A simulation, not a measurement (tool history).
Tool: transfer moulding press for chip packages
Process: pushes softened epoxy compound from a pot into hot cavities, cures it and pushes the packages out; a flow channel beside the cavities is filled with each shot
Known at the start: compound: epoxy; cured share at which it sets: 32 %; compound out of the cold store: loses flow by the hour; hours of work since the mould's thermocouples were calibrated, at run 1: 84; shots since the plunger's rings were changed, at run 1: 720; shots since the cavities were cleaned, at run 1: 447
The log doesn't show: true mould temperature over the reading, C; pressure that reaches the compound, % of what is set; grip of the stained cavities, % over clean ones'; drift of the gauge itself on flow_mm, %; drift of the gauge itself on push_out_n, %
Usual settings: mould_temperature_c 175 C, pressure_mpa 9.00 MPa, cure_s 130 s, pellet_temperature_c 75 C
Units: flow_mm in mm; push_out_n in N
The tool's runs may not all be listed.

run,day,mould_temperature_c,pressure_mpa,cure_s,pellet_temperature_c,hours of work since the mould's thermocouples were calibrated,shots since the plunger's rings were changed,shots since the cavities were cleaned,incoming compound's hours out of the cold store,flow_mm,push_out_n
1,0.000,175,9.00,130,75,84,720,447,39.4,597,576
2,0.371,175,9.00,130,75,88,780,507,43.1,583,571
3,0.954,175,9.00,130,75,94,876,603,19.4,611,635
4,1.325,171,9.00,130,75,98,937,664,36.2,596,803
5,1.646,171,9.00,130,75,102,990,717,16.1,627,823
6,2.079,171,9.00,130,75,106,1060,787,31.2,603,816
7,2.404,171,9.00,130,75,110,1113,840,21.7,620,846
8,3.017,171,9.00,130,75,116,1214,941,8.8,644,900
9,3.488,171,9.00,130,84,121,1291,1018,26.0,610,873
# day 3.888: cavities cleaned with cleaning compound and waxed
10,4.183,171,8.09,130,84,128,1395,49,22.7,587,509
11,4.588,171,8.09,130,84,132,1461,115,12.9,598,578
12,4.975,168,9.00,133,75,136,1524,178,30.5,606,732
13,5.288,168,9.00,136,75,140,1576,230,18.7,626,772
14,5.633,175,7.83,130,75,144,1633,287,28.9,560,499
15,5.992,174,9.00,130,75,147,1691,345,19.7,604,558
16,6.608,174,9.00,130,75,154,1792,446,26.2,599,590
17,6.950,174,9.00,130,75,157,1848,502,31.7,585,601
18,7.254,175,10.36,130,79,161,1898,552,34.1,616,594
19,7.679,175,10.36,130,79,165,1967,621,43.2,612,603

4 ways to go on from here, each from the tool as it stands after run 19. What would each give?
A,8.333,171,9.00,150,77,172,2074,728,27.5,?,?
B,8.333,175,6.85,165,66,172,2074,728,8.1,?,?
C,8.333,177,9.77,138,79,172,2074,728,42.9,?,?
D,8.333,170,9.00,145,75,172,2074,728,39.5,?,?

run,flow_mm,push_out_n
A,598,646
B,545,514
C,590,543
D,586,708
Without the tool's hidden state the same runs would have given:
run,flow_mm,push_out_n
A,625,373
B,570,288
C,616,309
D,613,412
